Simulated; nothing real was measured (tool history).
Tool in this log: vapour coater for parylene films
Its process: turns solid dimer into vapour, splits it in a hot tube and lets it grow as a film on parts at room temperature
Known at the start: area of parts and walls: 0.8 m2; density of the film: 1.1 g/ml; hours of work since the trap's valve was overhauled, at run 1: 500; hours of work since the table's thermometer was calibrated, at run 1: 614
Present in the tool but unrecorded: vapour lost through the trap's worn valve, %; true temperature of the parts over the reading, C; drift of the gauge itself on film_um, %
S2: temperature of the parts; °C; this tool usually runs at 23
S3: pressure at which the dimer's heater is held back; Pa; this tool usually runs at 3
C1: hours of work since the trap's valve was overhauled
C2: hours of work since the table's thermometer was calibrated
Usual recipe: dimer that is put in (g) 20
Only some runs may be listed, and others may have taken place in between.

Run 1, hour 0: usual settings; C1 500; C2 614. Result: thickness of the film (µm) 17.76.
Run 2, hour 24.9: usual settings; C1 518; C2 632. Result: thickness of the film (µm) 17.69.
Run 3, hour 45.2: usual settings; C1 533; C2 646. Result: thickness of the film (µm) 17.62.
Run 4, hour 60.7: usual settings but dimer that is put in (g) 9; C1 544; C2 658. Result: thickness of the film (µm) 7.89.
Run 5, hour 77.1: usual settings; C1 556; C2 670. Result: thickness of the film (µm) 17.67.
Run 6, hour 100.7: usual settings; C1 573; C2 687. Result: thickness of the film (µm) 17.53.
At hour 121.6: trap's valve overhauled.
Run 7, hour 126.5: usual settings but dimer that is put in (g) 12; C1 4; C2 703. Result: thickness of the film (µm) 11.15.
Run 8, hour 149.3: usual settings but S2 30 °C; C1 20; C2 719. Result: thickness of the film (µm) 16.32.
Run 9, hour 168.4: usual settings but S2 30 °C; C1 34; C2 733. Result: thickness of the film (µm) 16.2.
Run 10, hour 181.5: usual settings; C1 44; C2 743. Result: thickness of the film (µm) 18.54.
Run 11, hour 200.7: usual settings; C1 58; C2 757. Result: thickness of the film (µm) 18.6.
At hour 203.5: table's thermometer calibrated.
Run 12, hour 216.4: usual settings but S3 2.53 Pa; C1 68; C2 9. Result: thickness of the film (µm) 18.95.
Run 13, hour 227.5: usual settings; C1 76; C2 17. Result: thickness of the film (µm) 18.33.
Run 14, hour 238: usual settings; C1 84; C2 25. Result: thickness of the film (µm) 18.38.
Run 15, hour 262.6: usual settings but S3 8.1 Pa; C1 102; C2 43. Result: thickness of the film (µm) 16.16.
Run 16, hour 274.1: usual settings but S3 8.1 Pa; C1 110; C2 51. Result: thickness of the film (µm) 15.93.
Run 17, hour 284.7: usual settings but S3 8.1 Pa; C1 118; C2 59. Result: thickness of the film (µm) 15.94.
Run 18, hour 299.2: usual settings but S3 8.1 Pa; C1 129; C2 70. Result: thickness of the film (µm) 16.05.
Run 19, hour 313.4: usual settings but S3 8.1 Pa; C1 139; C2 80. Result: thickness of the film (µm) 15.94.
Run 20, hour 330.5: usual settings but S3 8.1 Pa; C1 151; C2 93. Result: thickness of the film (µm) 16.
At hour 337.1: table's thermometer calibrated, once more.
Run 21, hour 355.5: usual settings but S3 8.1 Pa; C1 169; C2 13. Result: thickness of the film (µm) 16.28.
Run 22, hour 367.5: usual settings but S3 2.05 Pa; C1 178; C2 22. Result: thickness of the film (µm) 19.22.
Run 23, hour 387.9: usual settings but dimer that is put in (g) 14, S3 2.05 Pa; C1 193; C2 37. Result: thickness of the film (µm) 13.67.
Run 24, hour 401.7: usual settings but dimer that is put in (g) 14, S2 22 °C, S3 4.36 Pa; C1 203; C2 47. Result: thickness of the film (µm) 12.47.
Run 25, hour 427.3: usual settings but dimer that is put in (g) 18, S2 15 °C, S3 2.43 Pa; C1 221; C2 66. Result: thickness of the film (µm) 19.56.
Run 26, hour 449.7: usual settings but dimer that is put in (g) 18, S2 15 °C, S3 2.43 Pa; C1 238; C2 82. Result: thickness of the film (µm) 19.4.
Run 27, hour 468.6: usual settings but dimer that is put in (g) 17, S2 27 °C, S3 4.44 Pa; C1 251; C2 96. Result: thickness of the film (µm) 13.67.
Run 28, hour 489.2: usual settings but dimer that is put in (g) 33, S3 2.24 Pa; C1 266; C2 111. Result: thickness of the film (µm) 30.99.
Run 29, hour 507.7: usual settings but dimer that is put in (g) 23, S2 15 °C, S3 8.14 Pa; C1 280; C2 124. Result: thickness of the film (µm) 21.08.
Run 30, hour 528.7: usual settings but dimer that is put in (g) 17, S2 29 °C, S3 4.51 Pa; C1 295; C2 140. Result: thickness of the film (µm) 13.13.
Run 31, hour 544.7: usual settings but S2 27 °C, S3 8.68 Pa; C1 307; C2 151. Result: thickness of the film (µm) 14.71.
Run 32, hour 563.1: usual settings but dimer that is put in (g) 24, S2 27 °C, S3 8.68 Pa; C1 320; C2 165. Result: thickness of the film (µm) 17.71.
Run 33, hour 582.9: usual settings but dimer that is put in (g) 24, S2 27 °C, S3 8.68 Pa; C1 335; C2 179. Result: thickness of the film (µm) 17.51.
Run 34, hour 598: usual settings but S3 2.18 Pa; C1 346; C2 190. Result: thickness of the film (µm) 18.77.
Run 35, hour 612.3: usual settings but S2 24 °C, S3 2.18 Pa; C1 356; C2 200. Result: thickness of the film (µm) 18.69.
Run 36, hour 625.1: usual settings but dimer that is put in (g) 17, S2 17 °C; C1 365; C2 210. Result: thickness of the film (µm) 17.03.
Run 37, hour 638.9: usual settings but dimer that is put in (g) 15, S2 26 °C; C1 375; C2 220. Result: thickness of the film (µm) 12.68.
Run 38, hour 663.1: usual settings but dimer that is put in (g) 19, S2 32 °C, S3 5.47 Pa; C1 393; C2 238. Result: thickness of the film (µm) 13.31.
Run 39, hour 674.3: usual settings but S2 32 °C, S3 2.22 Pa; C1 401; C2 246. Result: thickness of the film (µm) 15.93.
Run 40, hour 691: usual settings but S2 32 °C, S3 2.22 Pa; C1 413; C2 258. Result: thickness of the film (µm) 15.93.
Run 41, hour 715.3: usual settings but dimer that is put in (g) 10, S2 24 °C, S3 3.89 Pa; C1 431; C2 275. Result: thickness of the film (µm) 8.51.
Run 42, hour 736.4: usual settings but S3 4.62 Pa; C1 446; C2 291. Result: thickness of the film (µm) 16.81.
Run 43, hour 748.3: usual settings but dimer that is put in (g) 36, S3 4.62 Pa; C1 455; C2 300. Result: thickness of the film (µm) 30.09.

Below, each run's measurement less what the same run would have read without the hidden state. Both values contain the same run-to-run variation, but the gauge's scatter may not be the same in both:
run  thickness of the film (µm)
  1                        -1.1
  2                       -1.13
  3                       -1.15
  4                       -0.52
  5                        -1.2
  6                       -1.23
  7                       -0.15
  8                       -0.25
  9                       -0.26
 10                       -0.33
 11                       -0.35
 12                       -0.52
 13                       -0.52
 14                       -0.54
 15                       -0.51
 16                       -0.51
 17                       -0.53
 18                       -0.55
 19                       -0.56
 20                       -0.59
 21                       -0.34
 22                       -0.43
 23                       -0.32
 24                       -0.31
 25                        -0.5
 26                       -0.53
 27                       -0.42
 28                       -0.99
 29                       -0.71
 30                       -0.46
 31                       -0.54
 32                       -0.67
 33                       -0.69
 34                       -0.76
 35                       -0.78
 36                       -0.73
 37                       -0.56
 38                       -0.61
 39                       -0.74
 40                       -0.77
 41                       -0.43
 42                       -0.87
 43                       -1.59

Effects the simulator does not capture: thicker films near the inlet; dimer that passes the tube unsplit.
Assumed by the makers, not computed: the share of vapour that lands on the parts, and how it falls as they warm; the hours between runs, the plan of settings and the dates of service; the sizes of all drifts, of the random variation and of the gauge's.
